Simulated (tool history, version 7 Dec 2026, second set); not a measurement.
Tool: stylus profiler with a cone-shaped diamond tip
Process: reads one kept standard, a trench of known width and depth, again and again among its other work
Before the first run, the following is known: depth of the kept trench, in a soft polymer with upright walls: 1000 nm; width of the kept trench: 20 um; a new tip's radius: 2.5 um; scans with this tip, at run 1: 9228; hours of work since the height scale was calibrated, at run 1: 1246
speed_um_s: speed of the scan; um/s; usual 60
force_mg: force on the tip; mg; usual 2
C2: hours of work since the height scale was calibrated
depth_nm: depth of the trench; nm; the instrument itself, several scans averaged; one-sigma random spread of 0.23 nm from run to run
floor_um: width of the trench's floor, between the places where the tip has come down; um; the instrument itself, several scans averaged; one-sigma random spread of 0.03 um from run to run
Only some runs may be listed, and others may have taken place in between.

run 1 hour=0 | speed_um_s=60 force_mg=2 | scans_with_this_tip=9228 C2=1246 | depth_nm=1019.21 floor_um=13.29
run 2 hour=42.4 | speed_um_s=60 force_mg=2 | scans_with_this_tip=9438 C2=1275 | depth_nm=1019.91 floor_um=13.21
run 3 hour=117.9 | speed_um_s=60 force_mg=1.79 | scans_with_this_tip=9813 C2=1325 | depth_nm=1018.82 floor_um=13.16
run 4 hour=199.3 | speed_um_s=60 force_mg=4.63 | scans_with_this_tip=10216 C2=1380 | depth_nm=1031.51 floor_um=13.3
run 5 hour=248.5 | speed_um_s=60 force_mg=4.63 | scans_with_this_tip=10460 C2=1413 | depth_nm=1031.15 floor_um=13.22
run 6 hour=303.9 | speed_um_s=60 force_mg=4.63 | scans_with_this_tip=10734 C2=1450 | depth_nm=1031.5 floor_um=13.17
run 7 hour=379.3 | speed_um_s=60 force_mg=2 | scans_with_this_tip=11108 C2=1500 | depth_nm=1020.4 floor_um=12.91
run 8 hour=462.1 | speed_um_s=21 force_mg=2 | scans_with_this_tip=11518 C2=1555 | depth_nm=1020.92 floor_um=13.13
run 9 hour=532 | speed_um_s=60 force_mg=3.86 | scans_with_this_tip=11865 C2=1602 | depth_nm=1029.2 floor_um=12.88
run 10 hour=582.1 | speed_um_s=60 force_mg=3.86 | scans_with_this_tip=12113 C2=1636 | depth_nm=1029.44 floor_um=12.82
-- hour=586.8 height scale calibrated on a step standard
run 11 hour=673.5 | speed_um_s=60 force_mg=3.86 | scans_with_this_tip=12564 C2=58 | depth_nm=1023.56 floor_um=12.75
run 12 hour=773.1 | speed_um_s=60 force_mg=3.86 | scans_with_this_tip=13058 C2=125 | depth_nm=1023.96 floor_um=12.65
run 13 hour=851.3 | speed_um_s=60 force_mg=3.86 | scans_with_this_tip=13445 C2=177 | depth_nm=1024.15 floor_um=12.57
run 14 hour=919.4 | speed_um_s=60 force_mg=5.74 | scans_with_this_tip=13783 C2=223 | depth_nm=1030.77 floor_um=12.59
run 15 hour=971.8 | speed_um_s=60 force_mg=5.74 | scans_with_this_tip=14042 C2=258 | depth_nm=1031.32 floor_um=12.55
run 16 hour=1064.6 | speed_um_s=60 force_mg=2 | scans_with_this_tip=14502 C2=320 | depth_nm=1016.15 floor_um=12.31
run 17 hour=1121.3 | speed_um_s=60 force_mg=2 | scans_with_this_tip=14784 C2=358 | depth_nm=1016.79 floor_um=12.25
-- hour=1159.7 new tip fitted, height scale calibrated
run 18 hour=1164.8 | speed_um_s=60 force_mg=2 | scans_with_this_tip=25 C2=3 | depth_nm=1014.99 floor_um=15.51
run 19 hour=1256.4 | speed_um_s=60 force_mg=2 | scans_with_this_tip=479 C2=65 | depth_nm=1015.03 floor_um=15.38
run 20 hour=1308.7 | speed_um_s=60 force_mg=2 | scans_with_this_tip=739 C2=100 | depth_nm=1015.29 floor_um=15.31
run 21 hour=1356.2 | speed_um_s=60 force_mg=2 | scans_with_this_tip=974 C2=132 | depth_nm=1015.35 floor_um=15.26
run 22 hour=1430.2 | speed_um_s=60 force_mg=2 | scans_with_this_tip=1341 C2=181 | depth_nm=1015.97 floor_um=15.12
run 23 hour=1471.9 | speed_um_s=60 force_mg=2 | scans_with_this_tip=1547 C2=209 | depth_nm=1015.67 floor_um=15.07
run 24 hour=1514.7 | speed_um_s=90 force_mg=1.05 | scans_with_this_tip=1760 C2=238 | depth_nm=1010.32 floor_um=14.55
run 25 hour=1594.8 | speed_um_s=61 force_mg=5.01 | scans_with_this_tip=2157 C2=291 | depth_nm=1028.29 floor_um=14.99
run 26 hour=1676.1 | speed_um_s=30 force_mg=5.53 | scans_with_this_tip=2560 C2=346 | depth_nm=1030.52 floor_um=15.08
run 27 hour=1756.6 | speed_um_s=223 force_mg=4.28 | scans_with_this_tip=2959 C2=400 | depth_nm=1026.1 floor_um=14.04
run 28 hour=1848.5 | speed_um_s=18 force_mg=5.64 | scans_with_this_tip=3414 C2=461 | depth_nm=1030.84 floor_um=14.89
run 29 hour=1911.5 | speed_um_s=18 force_mg=5.64 | scans_with_this_tip=3726 C2=503 | depth_nm=1031.65 floor_um=14.78
run 30 hour=1971.8 | speed_um_s=18 force_mg=5.64 | scans_with_this_tip=4025 C2=544 | depth_nm=1031.61 floor_um=14.8
run 31 hour=2043.5 | speed_um_s=18 force_mg=5.64 | scans_with_this_tip=4381 C2=592 | depth_nm=1031.88 floor_um=14.71
run 32 hour=2088.5 | speed_um_s=187 force_mg=0.71 | scans_with_this_tip=4604 C2=622 | depth_nm=1010.04 floor_um=12.43
run 33 hour=2130.8 | speed_um_s=21 force_mg=2 | scans_with_this_tip=4813 C2=650 | depth_nm=1016.96 floor_um=14.53
run 34 hour=2186.8 | speed_um_s=112 force_mg=5.01 | scans_with_this_tip=5091 C2=688 | depth_nm=1030.53 floor_um=14.12
run 35 hour=2252.3 | speed_um_s=193 force_mg=0.91 | scans_with_this_tip=5416 C2=731 | depth_nm=1011.31 floor_um=12.43
run 36 hour=2296.9 | speed_um_s=193 force_mg=0.91 | scans_with_this_tip=5637 C2=761 | depth_nm=1011.77 floor_um=12.36
run 37 hour=2353.5 | speed_um_s=122 force_mg=1.15 | scans_with_this_tip=5918 C2=799 | depth_nm=1013.54 floor_um=13.25
run 38 hour=2403.5 | speed_um_s=122 force_mg=1.15 | scans_with_this_tip=6165 C2=833 | depth_nm=1013.7 floor_um=13.22
run 39 hour=2468 | speed_um_s=122 force_mg=1.15 | scans_with_this_tip=6485 C2=876 | depth_nm=1013.53 floor_um=13.11
run 40 hour=2509 | speed_um_s=64 force_mg=1.92 | scans_with_this_tip=6688 C2=903 | depth_nm=1018.08 floor_um=13.77
run 41 hour=2602.5 | speed_um_s=64 force_mg=1.92 | scans_with_this_tip=7152 C2=966 | depth_nm=1018.46 floor_um=13.73
run 42 hour=2645.6 | speed_um_s=51 force_mg=1.48 | scans_with_this_tip=7365 C2=995 | depth_nm=1016.16 floor_um=13.68
run 43 hour=2741.1 | speed_um_s=61 force_mg=1.28 | scans_with_this_tip=7839 C2=1059 | depth_nm=1015.09 floor_um=13.4
run 44 hour=2805.7 | speed_um_s=66 force_mg=1.04 | scans_with_this_tip=8159 C2=1102 | depth_nm=1013.89 floor_um=13.29
run 45 hour=2876.8 | speed_um_s=208 force_mg=3.56 | scans_with_this_tip=8511 C2=1149 | depth_nm=1026.37 floor_um=12.71

What differs in the tool's unlogged condition from the final listed run ahead of each entry between runs to the first listed run following it?
In the gap between runs 10 and 11: height scale calibrated on a step standard (hour 586.8)
  radius of the tip, um: 6.35 -> 6.51; height scale over the true one, %: 0.624 -> 0.052
  the result without the hidden state subtracted from the measured one, depth_nm: +6.38 -> +0.54 nm; floor_um: -2.84 -> -2.93 um
In the gap between runs 17 and 18: new tip fitted, height scale calibrated (hour 1159.7)
  radius of the tip, um: 7.22 -> 2.54; height scale over the true one, %: 0.163 -> 0.014
  the result without the hidden state subtracted from the measured one, depth_nm: +1.65 -> +0.14 nm; floor_um: -3.33 -> -0.04 um
